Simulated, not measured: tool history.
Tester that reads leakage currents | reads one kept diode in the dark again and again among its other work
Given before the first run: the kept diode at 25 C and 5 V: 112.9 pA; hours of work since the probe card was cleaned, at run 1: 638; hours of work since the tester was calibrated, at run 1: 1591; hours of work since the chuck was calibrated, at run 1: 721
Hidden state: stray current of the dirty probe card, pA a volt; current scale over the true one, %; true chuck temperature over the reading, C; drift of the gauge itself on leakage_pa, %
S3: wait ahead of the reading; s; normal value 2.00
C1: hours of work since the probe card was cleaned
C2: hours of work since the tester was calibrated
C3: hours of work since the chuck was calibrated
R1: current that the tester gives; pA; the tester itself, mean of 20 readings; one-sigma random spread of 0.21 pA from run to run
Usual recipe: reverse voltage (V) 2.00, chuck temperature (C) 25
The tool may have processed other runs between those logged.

run 1 hour=0.0 | reverse_voltage_(V)=2.00 chuck_temperature_(C)=25 S3=2.00 | C1=638 C2=1591 C3=721 | R1=68.84
run 2 hour=15.1 | reverse_voltage_(V)=1.25 chuck_temperature_(C)=25 S3=2.00 | C1=648 C2=1602 C3=731 | R1=52.90
run 3 hour=36.9 | reverse_voltage_(V)=6.84 chuck_temperature_(C)=25 S3=2.00 | C1=662 C2=1616 C3=745 | R1=140.56
run 4 hour=52.7 | reverse_voltage_(V)=2.00 chuck_temperature_(C)=27 S3=2.00 | C1=673 C2=1627 C3=756 | R1=81.52
run 5 hour=69.5 | reverse_voltage_(V)=2.00 chuck_temperature_(C)=27 S3=2.00 | C1=684 C2=1638 C3=767 | R1=81.33
run 6 hour=92.4 | reverse_voltage_(V)=2.00 chuck_temperature_(C)=27 S3=2.00 | C1=700 C2=1654 C3=783 | R1=80.80
run 7 hour=122.7 | reverse_voltage_(V)=1.08 chuck_temperature_(C)=27 S3=2.00 | C1=720 C2=1674 C3=803 | R1=57.39
run 8 hour=151.4 | reverse_voltage_(V)=1.08 chuck_temperature_(C)=27 S3=2.47 | C1=739 C2=1693 C3=822 | R1=57.29
run 9 hour=173.6 | reverse_voltage_(V)=3.88 chuck_temperature_(C)=25 S3=2.00 | C1=754 C2=1708 C3=837 | R1=102.35
run 10 hour=187.3 | reverse_voltage_(V)=2.00 chuck_temperature_(C)=25 S3=2.00 | C1=764 C2=1717 C3=847 | R1=69.74
run 11 hour=211.3 | reverse_voltage_(V)=11.40 chuck_temperature_(C)=25 S3=2.00 | C1=780 C2=1734 C3=863 | R1=191.75
run 12 hour=224.8 | reverse_voltage_(V)=8.98 chuck_temperature_(C)=25 S3=2.00 | C1=789 C2=1743 C3=872 | R1=166.07
run 13 hour=248.5 | reverse_voltage_(V)=8.98 chuck_temperature_(C)=25 S3=1.50 | C1=805 C2=1759 C3=888 | R1=167.09
run 14 hour=267.6 | reverse_voltage_(V)=2.00 chuck_temperature_(C)=25 S3=2.00 | C1=818 C2=1771 C3=901 | R1=70.25
run 15 hour=295.7 | reverse_voltage_(V)=2.00 chuck_temperature_(C)=25 S3=2.00 | C1=836 C2=1790 C3=920 | R1=70.27
run 16 hour=324.5 | reverse_voltage_(V)=10.72 chuck_temperature_(C)=25 S3=2.00 | C1=856 C2=1810 C3=939 | R1=185.33
run 17 hour=349.4 | reverse_voltage_(V)=2.78 chuck_temperature_(C)=25 S3=2.00 | C1=873 C2=1826 C3=956 | R1=85.22
run 18 hour=370.4 | reverse_voltage_(V)=2.78 chuck_temperature_(C)=25 S3=2.00 | C1=887 C2=1841 C3=970 | R1=84.68
run 19 hour=397.9 | reverse_voltage_(V)=2.00 chuck_temperature_(C)=25 S3=2.00 | C1=905 C2=1859 C3=988 | R1=69.89
run 20 hour=422.8 | reverse_voltage_(V)=2.00 chuck_temperature_(C)=25 S3=2.00 | C1=922 C2=1876 C3=1005 | R1=70.26
run 21 hour=448.8 | reverse_voltage_(V)=1.06 chuck_temperature_(C)=33 S3=2.00 | C1=939 C2=1893 C3=1023 | R1=91.23
run 22 hour=473.4 | reverse_voltage_(V)=7.91 chuck_temperature_(C)=25 S3=0.36 | C1=956 C2=1910 C3=1039 | R1=161.46
run 23 hour=488.0 | reverse_voltage_(V)=1.12 chuck_temperature_(C)=25 S3=1.33 | C1=966 C2=1920 C3=1049 | R1=50.53
run 24 hour=505.5 | reverse_voltage_(V)=2.00 chuck_temperature_(C)=45 S3=2.08 | C1=978 C2=1931 C3=1061 | R1=322.34
run 25 hour=522.2 | reverse_voltage_(V)=4.54 chuck_temperature_(C)=44 S3=9.49 | C1=989 C2=1943 C3=1072 | R1=478.15
run 26 hour=545.1 | reverse_voltage_(V)=13.51 chuck_temperature_(C)=22 S3=0.65 | C1=1004 C2=1958 C3=1087 | R1=171.89
run 27 hour=558.5 | reverse_voltage_(V)=8.41 chuck_temperature_(C)=22 S3=0.34 | C1=1013 C2=1967 C3=1096 | R1=132.75
run 28 hour=582.4 | reverse_voltage_(V)=10.98 chuck_temperature_(C)=40 S3=9.58 | C1=1029 C2=1983 C3=1112 | R1=594.83
run 29 hour=599.0 | reverse_voltage_(V)=10.98 chuck_temperature_(C)=40 S3=9.58 | C1=1041 C2=1994 C3=1124 | R1=597.41
run 30 hour=624.1 | reverse_voltage_(V)=1.43 chuck_temperature_(C)=25 S3=0.89 | C1=1057 C2=2011 C3=1140 | R1=58.96
run 31 hour=654.7 | reverse_voltage_(V)=4.34 chuck_temperature_(C)=25 S3=5.39 | C1=1078 C2=2032 C3=1161 | R1=110.98
run 32 hour=673.9 | reverse_voltage_(V)=1.00 chuck_temperature_(C)=54 S3=0.30 | C1=1091 C2=2045 C3=1174 | R1=405.99
run 33 hour=700.6 | reverse_voltage_(V)=4.33 chuck_temperature_(C)=25 S3=3.69 | C1=1109 C2=2063 C3=1192 | R1=110.72
run 34 hour=720.9 | reverse_voltage_(V)=1.27 chuck_temperature_(C)=21 S3=3.69 | C1=1123 C2=2076 C3=1206 | R1=39.36
run 35 hour=746.9 | reverse_voltage_(V)=4.12 chuck_temperature_(C)=20 S3=2.45 | C1=1140 C2=2094 C3=1223 | R1=71.94
run 36 hour=771.1 | reverse_voltage_(V)=4.12 chuck_temperature_(C)=20 S3=2.45 | C1=1156 C2=2110 C3=1239 | R1=71.71
run 37 hour=796.2 | reverse_voltage_(V)=15.61 chuck_temperature_(C)=25 S3=2.00 | C1=1173 C2=2127 C3=1256 | R1=234.41
run 38 hour=821.0 | reverse_voltage_(V)=15.61 chuck_temperature_(C)=25 S3=2.00 | C1=1190 C2=2144 C3=1273 | R1=236.34
run 39 hour=836.3 | reverse_voltage_(V)=15.61 chuck_temperature_(C)=25 S3=2.00 | C1=1200 C2=2154 C3=1283 | R1=235.16

Below are 3 alternative next runs, each starting from the tool's condition after run 39. Predict each:
run A hour=851.2 | reverse_voltage_(V)=2.09 chuck_temperature_(C)=58 S3=1.17 | C1=1210 C2=2164 C3=1293 | R1=?
run B hour=851.2 | reverse_voltage_(V)=1.13 chuck_temperature_(C)=20 S3=7.34 | C1=1210 C2=2164 C3=1293 | R1=?
run C hour=851.2 | reverse_voltage_(V)=1.82 chuck_temperature_(C)=56 S3=1.18 | C1=1210 C2=2164 C3=1293 | R1=?

run=A R1=809.80
run=B R1=34.02
run=C R1=657.54
The same runs, with their run-to-run variation unchanged, on a tool lacking any hidden condition would have given:
run=A R1=771.36
run=B R1=31.76
run=C R1=625.90

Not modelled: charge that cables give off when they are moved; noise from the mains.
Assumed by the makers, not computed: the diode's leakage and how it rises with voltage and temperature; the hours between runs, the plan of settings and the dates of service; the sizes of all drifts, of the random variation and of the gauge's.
